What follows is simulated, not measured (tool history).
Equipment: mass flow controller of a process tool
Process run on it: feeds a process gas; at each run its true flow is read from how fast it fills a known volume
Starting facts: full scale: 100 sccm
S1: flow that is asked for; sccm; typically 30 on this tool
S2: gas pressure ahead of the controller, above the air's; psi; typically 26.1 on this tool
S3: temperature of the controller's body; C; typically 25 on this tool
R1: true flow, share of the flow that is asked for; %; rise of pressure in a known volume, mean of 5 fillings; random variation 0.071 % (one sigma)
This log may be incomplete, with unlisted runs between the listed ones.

run 1 hour=0.0 | S1=30 S2=26.1 S3=25 | R1=99.96
run 2 hour=97.7 | S1=30 S2=26.1 S3=25 | R1=99.95
run 3 hour=280.4 | S1=30 S2=26.1 S3=25 | R1=100.04
run 4 hour=387.8 | S1=30 S2=26.1 S3=25 | R1=100.03
run 5 hour=573.0 | S1=30 S2=26.1 S3=25 | R1=99.93
run 6 hour=740.5 | S1=30 S2=26.1 S3=25 | R1=99.95
-- hour=752.7 controller's zero set anew
run 7 hour=941.3 | S1=30 S2=26.1 S3=25 | R1=100.36
run 8 hour=1089.6 | S1=30 S2=26.1 S3=25 | R1=100.41
run 9 hour=1208.8 | S1=30 S2=26.1 S3=20 | R1=99.90
run 10 hour=1324.8 | S1=30 S2=26.1 S3=20 | R1=99.63
run 11 hour=1479.3 | S1=30 S2=26.1 S3=38 | R1=101.79
-- hour=1602.8 controller's zero set anew, once more
run 12 hour=1628.3 | S1=29 S2=21.9 S3=34 | R1=99.82
run 13 hour=1847.9 | S1=29 S2=21.9 S3=34 | R1=99.73
run 14 hour=2007.2 | S1=29 S2=21.9 S3=34 | R1=99.87
run 15 hour=2208.8 | S1=29 S2=21.9 S3=38 | R1=100.14
run 16 hour=2342.8 | S1=29 S2=21.9 S3=38 | R1=100.16
run 17 hour=2438.6 | S1=92 S2=28.9 S3=33 | R1=99.63
run 18 hour=2612.0 | S1=22 S2=37.3 S3=33 | R1=99.59
run 19 hour=2713.6 | S1=37 S2=26.1 S3=27 | R1=98.94

Run 20, settings as shown, results not yet in. Your forecast:
run 20 hour=2826.1 | S1=30 S2=21.6 S3=26 | R1=?

R1: 98.82 %
Without the tool's hidden state the same run would have given R1 99.93 %.

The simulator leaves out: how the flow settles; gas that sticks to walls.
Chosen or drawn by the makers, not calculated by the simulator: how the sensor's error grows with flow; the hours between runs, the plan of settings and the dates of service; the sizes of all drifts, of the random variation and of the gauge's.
